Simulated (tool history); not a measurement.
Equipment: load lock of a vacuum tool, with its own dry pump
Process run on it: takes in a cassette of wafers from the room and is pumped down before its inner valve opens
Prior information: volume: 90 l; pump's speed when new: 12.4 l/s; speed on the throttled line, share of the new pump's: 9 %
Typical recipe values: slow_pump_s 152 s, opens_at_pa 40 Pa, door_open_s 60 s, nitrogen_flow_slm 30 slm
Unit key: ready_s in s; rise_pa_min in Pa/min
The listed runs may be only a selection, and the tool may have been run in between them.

| run | day | slow_pump_s | opens_at_pa | door_open_s | nitrogen_flow_slm | incoming humidity of the room's air, % | ready_s | rise_pa_min |
|---|---|---|---|---|---|---|---|---|
| 1 | 0.000 | 152 | 40 | 60 | 30 | 46.3 | 200.4 | 0.065 |
| 2 | 3.096 | 152 | 40 | 60 | 30 | 47.5 | 200.2 | 0.061 |
| 3 | 5.462 | 152 | 40 | 60 | 30 | 43.5 | 200.0 | 0.061 |
| 4 | 7.850 | 84 | 40 | 60 | 30 | 45.0 | 141.8 | 0.062 |
| 5 | 10.308 | 84 | 40 | 60 | 30 | 46.3 | 139.4 | 0.066 |
| 6 | 12.712 | 152 | 40 | 60 | 17 | 50.3 | 200.2 | 0.078 |
| 7 | 15.412 | 113 | 40 | 60 | 30 | 43.5 | 165.8 | 0.061 |
| 8 | 17.754 | 113 | 40 | 66 | 30 | 43.9 | 166.6 | 0.072 |
| 9 | 21.633 | 113 | 40 | 66 | 30 | 45.8 | 165.6 | 0.074 |
| 10 | 24.933 | 113 | 40 | 66 | 30 | 48.6 | 166.7 | 0.077 |
| 11 | 26.521 | 161 | 40 | 60 | 30 | 43.7 | 207.7 | 0.068 |
| 12 | 29.662 | 161 | 40 | 60 | 30 | 44.8 | 209.4 | 0.072 |
| 13 | 33.075 | 161 | 40 | 60 | 30 | 38.9 | 209.6 | 0.064 |
| 14 | 36.421 | 152 | 40 | 60 | 6 | 44.8 | 199.2 | 0.089 |
| 15 | 40.288 | 152 | 40 | 60 | 6 | 46.3 | 199.4 | 0.092 |
| 16 | 42.667 | 152 | 40 | 60 | 6 | 44.6 | 201.9 | 0.091 |
| 17 | 44.892 | 152 | 40 | 60 | 6 | 44.5 | 201.5 | 0.090 |
| 18 | 46.858 | 152 | 40 | 60 | 6 | 45.1 | 202.2 | 0.093 |
| 19 | 50.242 | 87 | 40 | 60 | 6 | 45.6 | 142.7 | 0.092 |
| 20 | 52.267 | 87 | 40 | 60 | 6 | 43.4 | 143.7 | 0.090 |
| 21 | 54.038 | 87 | 40 | 60 | 6 | 45.9 | 145.9 | 0.101 |
| 22 | 57.183 | 87 | 40 | 60 | 43 | 45.9 | 143.4 | 0.068 |
| 23 | 59.517 | 214 | 70 | 60 | 9 | 44.6 | 254.5 | 0.096 |
| 24 | 61.250 | 117 | 40 | 60 | 10 | 45.3 | 170.8 | 0.096 |
| 25 | 62.821 | 152 | 72 | 60 | 26 | 44.8 | 197.1 | 0.079 |

For run 26, what comes out?
| 26 | 65.183 | 120 | 52 | 32 | 26 | 41.2 | ? | ? |

{"run 26": {"ready_s": 170.5, "rise_pa_min": 0.069}}
Were there no unlogged condition in the tool, this run, its random variation unchanged, would have produced ready_s 162.8 s, rise_pa_min 0.025 Pa/min.
